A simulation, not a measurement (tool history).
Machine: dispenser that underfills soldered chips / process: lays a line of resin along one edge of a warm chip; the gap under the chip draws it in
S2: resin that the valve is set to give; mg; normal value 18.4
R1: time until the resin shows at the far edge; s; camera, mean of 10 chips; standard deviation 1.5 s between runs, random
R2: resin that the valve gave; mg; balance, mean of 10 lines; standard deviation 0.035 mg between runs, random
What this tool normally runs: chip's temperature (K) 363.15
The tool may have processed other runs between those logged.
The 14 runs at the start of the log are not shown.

-- hour=79.9 new syringe of resin
run 15 hour=82.1 | chip's_temperature_(K)=363.15 S2=18.4 | R1=184.8 R2=18.14
-- hour=88.7 new syringe of resin
run 16 hour=89.7 | chip's_temperature_(K)=363.15 S2=18.4 | R1=171.5 R2=18.14
run 17 hour=93.6 | chip's_temperature_(K)=363.15 S2=18.4 | R1=224.1 R2=18.14
-- hour=97.8 new syringe of resin
run 18 hour=99.3 | chip's_temperature_(K)=378.15 S2=20.0 | R1=102.7 R2=19.71
run 19 hour=105.1 | chip's_temperature_(K)=378.15 S2=20.0 | R1=152.8 R2=19.64
-- hour=106.6 new syringe of resin
run 20 hour=109.8 | chip's_temperature_(K)=375.15 S2=16.7 | R1=130.2 R2=16.42
-- hour=115.4 new syringe of resin
run 21 hour=117.5 | chip's_temperature_(K)=375.15 S2=16.7 | R1=118.5 R2=16.41
-- hour=124.3 new syringe of resin
run 22 hour=125.9 | chip's_temperature_(K)=349.15 S2=19.8 | R1=307.9 R2=19.37
-- hour=128.4 dispensing valve cleaned and set on the balance
-- hour=134.2 new syringe of resin
run 23 hour=134.7 | chip's_temperature_(K)=357.15 S2=23.3 | R1=201.6 R2=23.26
run 24 hour=139.3 | chip's_temperature_(K)=357.15 S2=23.3 | R1=278.8 R2=23.26
-- hour=143.2 new syringe of resin
run 25 hour=147.0 | chip's_temperature_(K)=357.15 S2=23.3 | R1=255.8 R2=23.20
-- hour=151.9 new syringe of resin
run 26 hour=155.2 | chip's_temperature_(K)=373.15 S2=21.9 | R1=135.8 R2=21.76
run 27 hour=158.8 | chip's_temperature_(K)=360.15 S2=18.8 | R1=288.8 R2=18.66
-- hour=160.8 new syringe of resin
run 28 hour=164.4 | chip's_temperature_(K)=355.15 S2=22.6 | R1=271.9 R2=22.45
run 29 hour=168.9 | chip's_temperature_(K)=370.15 S2=17.2 | R1=220.0 R2=17.01
-- hour=169.9 new syringe of resin
run 30 hour=176.0 | chip's_temperature_(K)=356.15 S2=17.2 | R1=313.2 R2=16.97
-- hour=178.7 new syringe of resin
run 31 hour=183.9 | chip's_temperature_(K)=377.15 S2=17.4 | R1=138.0 R2=17.18
-- hour=187.5 new syringe of resin
run 32 hour=188.2 | chip's_temperature_(K)=377.15 S2=17.4 | R1=101.9 R2=17.16
-- hour=196.3 new syringe of resin
run 33 hour=196.3 | chip's_temperature_(K)=353.15 S2=19.1 | R1=229.2 R2=18.78

Consider 5 possible next runs. They are alternatives, not a sequence: every one starts from the tool as it was left by run 33. What does each give?
run A hour=201.8 | chip's_temperature_(K)=363.15 S2=19.4 | R1=? R2=?
run B hour=201.8 | chip's_temperature_(K)=363.15 S2=17.4 | R1=? R2=?
run C hour=201.8 | chip's_temperature_(K)=363.15 S2=17.1 | R1=? R2=?
run D hour=201.8 | chip's_temperature_(K)=377.15 S2=19.1 | R1=? R2=?
run E hour=201.8 | chip's_temperature_(K)=374.15 S2=19.1 | R1=? R2=?

run=A R1=230.3 R2=19.07
run=B R1=237.6 R2=17.12
run=C R1=236.5 R2=16.86
run=D R1=139.5 R2=18.78
run=E R1=154.2 R2=18.75
With the hidden condition removed and each run's random variation left untouched, the same runs would have given:
run=A R1=150.0 R2=19.39
run=B R1=154.6 R2=17.41
run=C R1=153.8 R2=17.15
run=D R1=91.0 R2=19.09
run=E R1=100.9 R2=19.07
